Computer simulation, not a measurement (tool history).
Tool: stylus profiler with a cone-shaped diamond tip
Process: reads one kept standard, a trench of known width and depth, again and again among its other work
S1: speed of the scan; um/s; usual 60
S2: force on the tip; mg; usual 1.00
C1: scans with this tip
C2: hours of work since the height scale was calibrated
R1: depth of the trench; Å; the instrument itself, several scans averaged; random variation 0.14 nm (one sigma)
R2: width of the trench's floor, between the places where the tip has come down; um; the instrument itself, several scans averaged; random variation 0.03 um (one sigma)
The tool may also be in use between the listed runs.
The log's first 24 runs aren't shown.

| run | hour | S1 | S2 | C1 | C2 | R1 | R2 |
|---|---|---|---|---|---|---|---|
| 25 | 1147.3 | 60 | 1.00 | 15036 | 64 | 5038.2 | 93.93 |
| 26 | 1188.8 | 33 | 0.92 | 15202 | 90 | 5037.1 | 94.19 |
| 27 | 1224.1 | 24 | 0.38 | 15344 | 112 | 5021.2 | 94.06 |
| 28 | 1279.8 | 24 | 0.38 | 15566 | 147 | 5019.7 | 94.12 |
| 29 | 1339.6 | 24 | 0.38 | 15805 | 184 | 5020.3 | 94.06 |
| 30 | 1368.8 | 24 | 0.38 | 15922 | 203 | 5021.7 | 94.06 |
| 31 | 1422.8 | 24 | 0.38 | 16138 | 237 | 5020.5 | 94.11 |
| 32 | 1485.0 | 59 | 1.01 | 16386 | 276 | 5042.2 | 93.87 |
| 33 | 1515.1 | 59 | 1.01 | 16507 | 294 | 5043.3 | 93.85 |
| 34 | 1551.1 | 69 | 0.34 | 16651 | 317 | 5018.3 | 93.31 |
| 35 | 1602.2 | 69 | 0.34 | 16855 | 349 | 5021.4 | 93.38 |
| 36 | 1667.9 | 64 | 0.93 | 17118 | 390 | 5040.3 | 93.71 |
| 37 | 1702.4 | 146 | 1.21 | 17256 | 412 | 5047.5 | 93.16 |
| 38 | 1736.5 | 146 | 1.21 | 17392 | 433 | 5048.2 | 93.16 |
| 39 | 1795.1 | 146 | 1.21 | 17626 | 470 | 5051.0 | 93.09 |
| 40 | 1843.8 | 94 | 1.42 | 17821 | 501 | 5053.8 | 93.59 |
| 41 | 1876.0 | 16 | 0.49 | 17950 | 521 | 5027.3 | 94.02 |
| 42 | 1925.4 | 51 | 0.44 | 18147 | 552 | 5026.4 | 93.59 |
| 43 | 1989.4 | 33 | 0.87 | 18403 | 592 | 5042.7 | 93.93 |
| 44 | 2021.0 | 31 | 0.76 | 18530 | 612 | 5041.1 | 93.88 |
| 45 | 2049.5 | 31 | 0.76 | 18643 | 630 | 5039.5 | 93.86 |
| 46 | 2118.0 | 71 | 2.49 | 18918 | 673 | 5076.6 | 93.77 |
| 47 | 2160.7 | 60 | 1.79 | 19088 | 699 | 5067.7 | 93.79 |

3 ways to go on from here, each from the tool as it stands after run 47. What would each give?
| A | 2209.1 | 102 | 2.18 | 19282 | 730 | ? | ? |
| B | 2209.1 | 60 | 0.45 | 19282 | 730 | ? | ? |
| C | 2209.1 | 17 | 0.76 | 19282 | 730 | ? | ? |

| run | R1 | R2 |
|---|---|---|
| A | 5073.5 | 93.56 |
| B | 5031.5 | 93.35 |
| C | 5041.5 | 94.02 |
Without the tool's hidden state the same runs would have given:
| run | R1 | R2 |
|---|---|---|
| A | 5065.5 | 95.04 |
| B | 5023.5 | 94.83 |
| C | 5033.5 | 95.50 |

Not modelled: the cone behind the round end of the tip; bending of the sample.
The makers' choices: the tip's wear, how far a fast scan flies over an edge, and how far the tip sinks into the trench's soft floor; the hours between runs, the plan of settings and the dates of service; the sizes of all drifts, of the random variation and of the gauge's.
